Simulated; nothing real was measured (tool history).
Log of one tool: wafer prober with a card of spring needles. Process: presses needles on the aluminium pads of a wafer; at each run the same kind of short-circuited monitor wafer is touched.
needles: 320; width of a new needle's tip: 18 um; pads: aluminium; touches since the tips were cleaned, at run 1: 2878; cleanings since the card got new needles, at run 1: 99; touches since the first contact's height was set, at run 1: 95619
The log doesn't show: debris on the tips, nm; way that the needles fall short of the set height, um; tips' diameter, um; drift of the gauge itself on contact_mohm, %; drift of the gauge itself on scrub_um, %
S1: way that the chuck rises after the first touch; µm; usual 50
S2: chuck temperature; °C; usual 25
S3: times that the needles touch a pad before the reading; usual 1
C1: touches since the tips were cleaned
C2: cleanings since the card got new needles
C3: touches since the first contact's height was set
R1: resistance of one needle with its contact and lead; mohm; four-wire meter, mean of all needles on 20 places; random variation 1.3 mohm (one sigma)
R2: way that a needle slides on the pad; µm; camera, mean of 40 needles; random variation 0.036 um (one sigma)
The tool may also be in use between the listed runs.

run   hour  S1  S2  S3    C1   C2      C3   R1     R2
  1    0.0  50  25   1  2878   99   95619  210   9.60
       5.3  -- tips cleaned on abrasive film
      18.6  -- tips cleaned on abrasive film
      31.8  -- tips cleaned on abrasive film
      45.0  -- tips cleaned on abrasive film
  2   51.4  50  25   1  3391  103  122533  218   9.58
      56.8  -- tips cleaned on abrasive film
      67.4  -- tips cleaned on abrasive film
      70.3  -- height of the first contact set anew
      78.3  -- tips cleaned on abrasive film
      91.5  -- tips cleaned on abrasive film
     102.1  -- tips cleaned on abrasive film
  3  112.3  50  25   1  5376  108   21986  239   9.75
     115.1  -- tips cleaned on abrasive film
     128.3  -- tips cleaned on abrasive film
     141.5  -- tips cleaned on abrasive film
     154.7  -- tips cleaned on abrasive film
     168.0  -- tips cleaned on abrasive film
     181.2  -- tips cleaned on abrasive film
  4  184.2  50  25   1  1573  114   59549  172   9.65
     192.1  -- tips cleaned on abrasive film
     202.8  -- tips cleaned on abrasive film
     216.0  -- tips cleaned on abrasive film
     229.2  -- tips cleaned on abrasive film
     242.4  -- tips cleaned on abrasive film
  5  245.5  50  25   1  1618  119   91623  176   9.47
     253.5  -- tips cleaned on abrasive film
     266.7  -- tips cleaned on abrasive film
     278.0  -- tips cleaned on abrasive film
  6  278.0  50  25   1     0  122  108580  133   9.50
     291.2  -- tips cleaned on abrasive film
     304.4  -- tips cleaned on abrasive film
     315.0  -- tips cleaned on abrasive film
     323.2  -- height of the first contact set anew
     328.5  -- tips cleaned on abrasive film
  7  336.5  50  25   1  4198  126    6967  233   9.85
     339.2  -- tips cleaned on abrasive film
     349.8  -- tips cleaned on abrasive film
     360.4  -- tips cleaned on abrasive film
     371.0  -- tips cleaned on abrasive film
     381.6  -- tips cleaned on abrasive film
     392.2  -- tips cleaned on abrasive film
     404.6  -- tips cleaned on abrasive film
  8  404.6  50  25   1     0  133   42501  124   9.71
     415.2  -- tips cleaned on abrasive film
     425.8  -- tips cleaned on abrasive film
     439.0  -- tips cleaned on abrasive film
     449.6  -- tips cleaned on abrasive film
  9  452.7  64  25   1  1604  137   67637  166  12.47
     460.6  -- tips cleaned on abrasive film
     471.2  -- tips cleaned on abrasive film
     481.8  -- tips cleaned on abrasive film
     495.1  -- tips cleaned on abrasive film
     505.7  -- tips cleaned on abrasive film
     518.9  -- tips cleaned on abrasive film
 10  522.3  64  25   1  1786  143  104027  159  12.36
     530.3  -- tips cleaned on abrasive film
     540.9  -- tips cleaned on abrasive film
     554.1  -- tips cleaned on abrasive film
     564.7  -- tips cleaned on abrasive film
     575.5  -- height of the first contact set anew
     578.2  -- tips cleaned on abrasive film
     591.4  -- tips cleaned on abrasive film
 11  592.8  36  25   2   733  149    9039  179   7.06
     603.4  -- tips cleaned on abrasive film
     614.0  -- tips cleaned on abrasive film
     624.6  -- tips cleaned on abrasive film
     637.9  -- tips cleaned on abrasive film
     648.5  -- tips cleaned on abrasive film
 12  654.1  50  30   1  2985  154   41092  215   9.76
     659.5  -- tips cleaned on abrasive film
     670.1  -- tips cleaned on abrasive film
     683.3  -- tips cleaned on abrasive film
 13  687.4  54  99   1  2153  157   58477  199  10.52
     695.4  -- tips cleaned on abrasive film
     706.0  -- tips cleaned on abrasive film
     719.2  -- tips cleaned on abrasive film
     732.4  -- tips cleaned on abrasive film
     745.7  -- tips cleaned on abrasive film
 14  754.9  55  25   2  4890  162   93821  183  10.64
     757.7  -- tips cleaned on abrasive film
     768.3  -- tips cleaned on abrasive film
     778.9  -- tips cleaned on abrasive film
     792.1  -- tips cleaned on abrasive film
 15  801.2  55  25   2  4823  166  118023  193  10.51
     804.0  -- tips cleaned on abrasive film
     814.6  -- tips cleaned on abrasive film
     825.2  -- tips cleaned on abrasive film
     828.1  -- height of the first contact set anew
     838.7  -- tips cleaned on abrasive film
 16  843.0  50  40   1  2276  170    7813  206   9.90

Some steps in R1 between neighbouring runs. How much of each would the tool show without its hidden state too (settings, what came in, random variation), and how much is left for the hidden state, with any gauge scatter that isn't in both results?
Run 7 -> 8: tips cleaned on abrasive film, tips cleaned on abrasive film, tips cleaned on abrasive film, tips cleaned on abrasive film, tips cleaned on abrasive film, tips cleaned on abrasive film, tips cleaned on abrasive film. R1 -109 mohm: hidden state -108, all else -1.
